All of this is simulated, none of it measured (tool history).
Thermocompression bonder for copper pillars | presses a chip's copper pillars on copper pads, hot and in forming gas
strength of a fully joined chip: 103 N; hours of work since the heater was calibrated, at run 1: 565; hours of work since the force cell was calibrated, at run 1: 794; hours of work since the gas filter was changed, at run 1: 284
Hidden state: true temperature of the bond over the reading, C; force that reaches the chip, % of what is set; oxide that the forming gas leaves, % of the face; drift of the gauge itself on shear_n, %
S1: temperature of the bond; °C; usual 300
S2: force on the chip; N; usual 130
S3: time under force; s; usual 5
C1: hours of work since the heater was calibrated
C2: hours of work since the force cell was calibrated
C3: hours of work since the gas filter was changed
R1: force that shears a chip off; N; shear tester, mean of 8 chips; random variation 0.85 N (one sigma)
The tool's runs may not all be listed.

run,hour,S1,S2,S3,C1,C2,C3,R1
1,0,300,130,5,565,794,284,60.9
2,37.5,300,130,5,585,814,304,60.1
3,61.6,281,130,5,598,827,317,50.4
4,96.5,300,130,5,616,845,335,59.2
5,116.7,300,130,5,627,856,346,60.1
6,134.9,300,130,5,637,866,355,58.6
7,152.5,300,130,5,646,875,365,59.3
8,175.6,300,130,5,658,887,377,58.7
9,196.8,300,130,5,669,898,388,57.7
10,221.3,300,130,5,682,911,401,58.4
# hour 233.2: forming gas filter changed
11,261.9,300,130,5,704,933,15,64.5
# hour 271: heater calibrated with a thermocouple chip
12,287,300,130,5,8,945,27,68.7
13,303.9,300,130,5,17,954,36,69.1
14,331,300,130,5,32,968,51,68.5
15,361.9,300,130,5,48,984,67,67.9
16,382.3,300,130,5,59,995,78,67.9
17,399.3,291,130,5,68,1004,87,62.6
18,435.2,300,111,5,87,1023,106,65.4
19,471.5,300,111,5,106,1043,125,63.1
20,508.5,312,130,5,126,1062,145,73.2
21,532.4,323,172,5,138,1075,157,83.9
22,557.6,311,107,7,152,1088,171,72.5
23,581.6,311,152,5,164,1101,183,74.5
24,620.8,325,135,12,185,1122,204,88.7
25,638.1,325,135,12,194,1131,213,88
26,670.3,281,169,14,211,1148,230,78.2
27,688.3,297,172,14,221,1157,240,85.6
28,710.7,297,172,14,233,1169,252,84.1
29,738.4,297,172,14,247,1184,266,83.5
30,756.9,297,172,14,257,1194,276,84.3
# hour 771.3: force cell calibrated
31,779.8,329,152,7,269,4,288,81.6
32,818.4,284,130,14,289,25,308,69.4
33,842.6,309,138,5,302,38,321,65.1
34,871.4,309,126,3,317,53,336,55.2
35,893.6,322,97,6,329,65,348,67.4
36,924.8,322,97,6,345,81,364,65.9
37,959.4,300,130,14,364,100,383,74
38,991.6,300,189,7,381,117,400,72.5
# hour 1006.4: forming gas filter changed
39,1027.2,317,153,7,399,135,11,84.2

Measured less the same run without the tool's hidden state. The same run-to-run variation is in both; the gauge's scatter may not be:
run,R1
1,-7.2
2,-7.7
3,-7.2
4,-8.4
5,-8.6
6,-8.7
7,-8.9
8,-9.2
9,-9.3
10,-9.7
11,-3
12,+0.8
13,+0.6
14,+0.3
15,-0.1
16,-0.4
17,-0.5
18,-0.9
19,-1.3
20,-2.2
21,-3
22,-2.8
23,-3.3
24,-4.8
25,-5.1
26,-5
27,-5.7
28,-6.1
29,-6.4
30,-6.7
31,-8.3
32,-8.4
33,-8.2
34,-7.7
35,-9.1
36,-9.2
37,-10.4
38,-10.9
39,-2.1

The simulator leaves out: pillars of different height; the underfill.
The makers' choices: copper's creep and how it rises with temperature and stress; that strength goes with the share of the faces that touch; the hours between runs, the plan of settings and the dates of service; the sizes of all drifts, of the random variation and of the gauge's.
